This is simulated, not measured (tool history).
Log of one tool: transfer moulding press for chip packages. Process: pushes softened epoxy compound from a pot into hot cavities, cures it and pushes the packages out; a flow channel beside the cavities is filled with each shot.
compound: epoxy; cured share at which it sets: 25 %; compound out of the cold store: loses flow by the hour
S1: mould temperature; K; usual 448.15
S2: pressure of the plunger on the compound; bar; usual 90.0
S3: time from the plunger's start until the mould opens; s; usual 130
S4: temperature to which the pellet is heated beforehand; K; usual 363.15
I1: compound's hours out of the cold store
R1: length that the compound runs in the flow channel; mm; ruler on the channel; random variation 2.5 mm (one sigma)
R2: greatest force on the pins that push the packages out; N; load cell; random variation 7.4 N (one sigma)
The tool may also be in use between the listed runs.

run 1 day=0.000 | S1=448.15 S2=90.0 S3=130 S4=363.15 | I1=23.1 | R1=537 R2=616
run 2 day=0.838 | S1=448.15 S2=90.0 S3=130 S4=363.15 | I1=26.5 | R1=525 R2=596
-- day=1.154 cavities cleaned with cleaning compound and waxed
run 3 day=1.825 | S1=448.15 S2=90.0 S3=130 S4=363.15 | I1=21.4 | R1=534 R2=709
run 4 day=2.625 | S1=448.15 S2=90.0 S3=130 S4=363.15 | I1=18.8 | R1=541 R2=692
run 5 day=3.062 | S1=448.15 S2=85.2 S3=130 S4=363.15 | I1=34.1 | R1=495 R2=676
run 6 day=3.525 | S1=448.15 S2=90.0 S3=130 S4=363.15 | I1=19.3 | R1=536 R2=668
-- day=4.475 cavities cleaned with cleaning compound and waxed, once more
run 7 day=4.492 | S1=450.15 S2=90.0 S3=130 S4=363.15 | I1=40.5 | R1=492 R2=297
run 8 day=4.996 | S1=448.15 S2=90.0 S3=130 S4=363.15 | I1=33.9 | R1=509 R2=381
run 9 day=5.483 | S1=448.15 S2=90.0 S3=130 S4=363.15 | I1=11.7 | R1=546 R2=443
run 10 day=6.467 | S1=442.15 S2=90.0 S3=130 S4=363.15 | I1=35.2 | R1=511 R2=648
run 11 day=7.246 | S1=442.15 S2=90.0 S3=130 S4=363.15 | I1=24.5 | R1=522 R2=690
run 12 day=8.017 | S1=448.15 S2=108.2 S3=130 S4=363.15 | I1=22.3 | R1=574 R2=584
run 13 day=8.892 | S1=448.15 S2=108.2 S3=122 S4=363.15 | I1=38.0 | R1=541 R2=611
run 14 day=9.346 | S1=448.15 S2=108.2 S3=122 S4=363.15 | I1=38.9 | R1=535 R2=594
-- day=10.008 cavities cleaned with cleaning compound and waxed
run 15 day=10.008 | S1=447.15 S2=73.4 S3=116 S4=367.15 | I1=18.6 | R1=478 R2=370
run 16 day=10.788 | S1=447.15 S2=73.4 S3=116 S4=367.15 | I1=33.0 | R1=451 R2=458
-- day=11.558 plunger's sealing rings changed
run 17 day=11.662 | S1=448.15 S2=89.4 S3=130 S4=357.15 | I1=17.0 | R1=564 R2=483
run 18 day=12.612 | S1=440.15 S2=90.0 S3=138 S4=363.15 | I1=10.4 | R1=590 R2=662
run 19 day=13.121 | S1=451.15 S2=83.4 S3=119 S4=365.15 | I1=13.9 | R1=544 R2=553
run 20 day=14.004 | S1=451.15 S2=102.2 S3=129 S4=365.15 | I1=8.7 | R1=615 R2=551
run 21 day=14.596 | S1=442.15 S2=78.3 S3=129 S4=365.15 | I1=44.4 | R1=481 R2=695
run 22 day=15.400 | S1=448.15 S2=90.0 S3=130 S4=362.15 | I1=20.5 | R1=556 R2=595
-- day=15.679 cavities cleaned with cleaning compound and waxed
run 23 day=16.075 | S1=449.15 S2=90.0 S3=130 S4=371.15 | I1=45.0 | R1=507 R2=369
run 24 day=16.833 | S1=456.15 S2=75.1 S3=126 S4=372.15 | I1=13.8 | R1=515 R2=438
run 25 day=17.738 | S1=456.15 S2=75.1 S3=126 S4=372.15 | I1=32.8 | R1=473 R2=451
run 26 day=18.671 | S1=456.15 S2=75.1 S3=126 S4=372.15 | I1=39.0 | R1=463 R2=502
-- day=18.996 mould's thermocouples calibrated
run 27 day=19.246 | S1=456.15 S2=75.1 S3=126 S4=372.15 | I1=12.7 | R1=509 R2=529
run 28 day=19.938 | S1=455.15 S2=90.0 S3=160 S4=359.15 | I1=24.7 | R1=534 R2=553

5 ways to go on from here, each from the tool as it stands after run 28. What would each give?
run A day=20.812 | S1=448.15 S2=73.3 S3=155 S4=363.15 | I1=22.9 | R1=? R2=?
run B day=20.812 | S1=450.15 S2=90.0 S3=130 S4=363.15 | I1=18.1 | R1=? R2=?
run C day=20.812 | S1=451.15 S2=90.0 S3=160 S4=359.15 | I1=43.8 | R1=? R2=?
run D day=20.812 | S1=455.15 S2=74.6 S3=160 S4=359.15 | I1=37.3 | R1=? R2=?
run E day=20.812 | S1=450.15 S2=90.0 S3=145 S4=359.15 | I1=12.6 | R1=? R2=?

run=A R1=490 R2=555
run=B R1=555 R2=574
run=C R1=502 R2=531
run=D R1=463 R2=538
run=E R1=560 R2=573
Without the tool's hidden state the same runs would have given:
run=A R1=503 R2=286
run=B R1=570 R2=296
run=C R1=516 R2=276
run=D R1=476 R2=277
run=E R1=576 R2=298
